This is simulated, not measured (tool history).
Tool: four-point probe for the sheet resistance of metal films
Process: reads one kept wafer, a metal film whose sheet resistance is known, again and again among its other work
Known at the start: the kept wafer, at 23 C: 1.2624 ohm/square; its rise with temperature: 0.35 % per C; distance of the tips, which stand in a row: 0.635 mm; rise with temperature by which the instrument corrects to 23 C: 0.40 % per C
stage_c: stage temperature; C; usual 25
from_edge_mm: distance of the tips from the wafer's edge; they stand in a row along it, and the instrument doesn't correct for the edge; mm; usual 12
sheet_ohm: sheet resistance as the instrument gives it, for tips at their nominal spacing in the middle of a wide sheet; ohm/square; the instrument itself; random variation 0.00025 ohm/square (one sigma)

run	hour	stage_c	from_edge_mm	sheet_ohm
1	0	25	12	1.260919
2	17.9	25	12	1.260998
3	45.3	25	21	1.259153
4	62.6	25	19	1.259241
5	86	25	19	1.259757
6	106.9	25	74	1.258851
7	134.5	25	74	1.258329
8	150.6	25	12	1.260569
9	163.5	25	12	1.260352
10	176.1	25	12	1.260395
11	200.3	25	12	1.260285
12	224.7	25	31	1.258316
13	245.5	25	31	1.258148
14	259.5	25	31	1.257832
15	283.7	25	31	1.257914
16	301	19	12	1.263543
17	327	19	11	1.263865
18	345.2	19	11	1.263853
19	359.8	19	11	1.263332
20	373.4	19	11	1.26344
21	398.8	19	11	1.263531
22	422.7	19	11	1.263611
23	448.9	19	11	1.263024
24	475.2	19	11	1.262883
25	489.9	19	11	1.262525
26	516.7	19	11	1.262894
27	529	19	11	1.262526
28	551.7	19	11	1.262834
29	570.1	24	18	1.257822
30	583.7	24	18	1.257872
31	597	26	17	1.256316
32	619.7	21	9	1.262479
33	637.2	32	12	1.254214
34	649.8	20	12	1.261522
35	668.5	24	7	1.262223
36	692.1	24	7	1.262414
37	719	21	55	1.258445
38	742.4	21	55	1.25847

3 ways to go on from here, each from the tool as it stands after run 38. What would each give?
A	763.4	21	12	?
B	763.4	26	55	?
C	763.4	21	5	?

run	sheet_ohm
A	1.259914
B	1.255409
C	1.268934
Without the tool's hidden state the same runs would have given:
run	sheet_ohm
A	1.265393
B	1.260817
C	1.27445
